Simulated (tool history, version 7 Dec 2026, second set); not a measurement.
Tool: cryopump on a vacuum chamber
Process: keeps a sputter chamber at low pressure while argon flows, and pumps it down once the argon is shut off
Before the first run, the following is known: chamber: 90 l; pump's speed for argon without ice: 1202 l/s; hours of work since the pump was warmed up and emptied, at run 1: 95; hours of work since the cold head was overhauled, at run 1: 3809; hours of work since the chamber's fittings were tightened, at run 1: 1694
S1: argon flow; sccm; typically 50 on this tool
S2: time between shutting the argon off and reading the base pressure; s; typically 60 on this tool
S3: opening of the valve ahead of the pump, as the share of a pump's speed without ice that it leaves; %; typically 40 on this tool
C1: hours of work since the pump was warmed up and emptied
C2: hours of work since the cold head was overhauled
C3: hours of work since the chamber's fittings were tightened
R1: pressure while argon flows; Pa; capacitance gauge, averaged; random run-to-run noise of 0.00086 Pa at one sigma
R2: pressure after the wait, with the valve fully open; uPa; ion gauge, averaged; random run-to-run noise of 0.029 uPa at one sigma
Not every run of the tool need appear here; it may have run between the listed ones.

run,hour,S1,S2,S3,C1,C2,C3,R1,R2
1,0,50,60,40,95,3809,1694,0.1814,1.95
2,123.8,50,60,40,192,3906,1791,0.1875,2.18
3,192.1,50,60,40,245,3960,1845,0.1913,2.23
4,294.1,50,60,40,325,4040,1925,0.2001,2.31
# hour 324.2: pump warmed up, emptied and cooled again
5,410.4,50,84,40,67,4127,2012,0.1826,1.76
# hour 517: leaking fittings of the chamber tightened, without venting
6,518.9,50,60,40,151,4210,1,0.188,1.47
7,593.8,50,60,40,210,4269,60,0.1911,1.47
8,704.5,22,60,40,296,4356,147,0.0875,1.53
# hour 773.7: pump warmed up, emptied and cooled again
9,811.7,22,60,40,30,4436,227,0.0796,1.46
10,872.7,22,60,40,78,4483,275,0.0811,1.55
11,993.1,22,60,40,172,4578,369,0.0836,1.61
12,1112.6,50,73,40,266,4671,463,0.1973,1.44
13,1189,22,73,40,325,4731,522,0.0899,1.55
# hour 1214.2: pump warmed up, emptied and cooled again
14,1263.2,23,73,40,38,4785,577,0.0826,1.4
15,1345.1,37,73,40,103,4850,641,0.1372,1.49
16,1403.6,37,73,40,148,4895,687,0.1407,1.52
17,1464.6,41,60,40,196,4943,734,0.1574,1.77
18,1563.3,41,102,29,273,5020,812,0.217,1.39
# hour 1654.4: pump warmed up, emptied and cooled again
19,1680.4,41,102,29,20,5108,900,0.1999,1.22
20,1775.5,50,53,40,95,5183,974,0.1854,1.94
21,1836.6,49,239,22,143,5231,1022,0.3247,1.01
22,1890.2,50,136,40,185,5273,1064,0.1895,1.27
23,1990.3,50,136,40,263,5351,1142,0.194,1.3
# hour 2095.6: pump warmed up, emptied and cooled again
24,2095.6,64,23,17,0,5430,1221,0.5325,3.6
25,2146.1,50,42,40,40,5469,1261,0.1809,2.33
26,2262.3,91,66,27,131,5560,1352,0.4964,1.83
27,2330.6,50,60,28,184,5614,1405,0.2637,1.99
28,2454.4,21,88,29,281,5711,1502,0.1121,1.75
# hour 2535.2: pump warmed up, emptied and cooled again
29,2549.2,50,79,58,11,5781,1572,0.1258,1.64

Alternative continuations, all from the tool just after run 29; predict every row:
A,2637.4,37,132,40,80,5850,1641,?,?
B,2637.4,28,79,58,80,5850,1641,?,?
C,2637.4,50,81,58,80,5850,1641,?,?
D,2637.4,20,25,40,80,5850,1641,?,?
E,2637.4,57,153,42,80,5850,1641,?,?

run,R1,R2
A,0.1374,1.43
B,0.073,1.74
C,0.1304,1.76
D,0.0741,3.5
E,0.1998,1.4
Stripped of hidden state, with their random variation kept, the same runs would have yielded:
run,R1,R2
A,0.1306,0.76
B,0.0678,1.08
C,0.1212,1.1
D,0.0704,2.86
E,0.1893,0.73
